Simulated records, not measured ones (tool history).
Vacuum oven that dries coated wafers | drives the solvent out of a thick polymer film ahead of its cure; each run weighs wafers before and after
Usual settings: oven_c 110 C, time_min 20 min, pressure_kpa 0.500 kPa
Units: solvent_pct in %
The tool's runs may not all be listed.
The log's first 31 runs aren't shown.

run	hour	oven_c	time_min	pressure_kpa	hours of work since the thermocouples were calibrated	hours of work since the vacuum gauge was cleaned of residue	solvent_pct
32	884.9	110	20	1.088	206	1014	2.66
33	916.9	110	25	0.315	231	1039	1.22
34	947.8	110	25	0.315	255	1064	1.27
35	971.3	110	25	0.315	274	1082	1.25
36	993.9	117	20	0.723	292	1100	1.42
37	1012.6	112	36	0.723	306	1115	1.53
38	1033.6	124	14	0.500	323	1131	1.03
39	1062.5	110	20	1.274	345	1154	2.91
40	1089.7	110	10	1.955	367	1175	5.08
41	1123.9	110	23	1.290	394	1202	2.88
42	1151.7	100	11	0.811	415	1224	5.28
43	1182.2	100	19	0.811	439	1248	4.03
44	1222.1	100	12	0.811	471	1279	5.01
45	1265.2	100	12	1.506	505	1313	6.23

5 ways to go on from here, each from the tool as it stands after run 45. What would each give?
A	1288.3	107	13	1.693	523	1331	?
B	1288.3	113	24	0.922	523	1331	?
C	1288.3	100	12	0.325	523	1331	?
D	1288.3	106	12	0.739	523	1331	?
E	1288.3	110	33	0.500	523	1331	?

run	solvent_pct
A	4.92
B	2.10
C	4.38
D	3.86
E	1.60
Without the tool's hidden state the same runs would have given:
run	solvent_pct
A	4.09
B	1.37
C	3.46
D	3.05
E	0.80
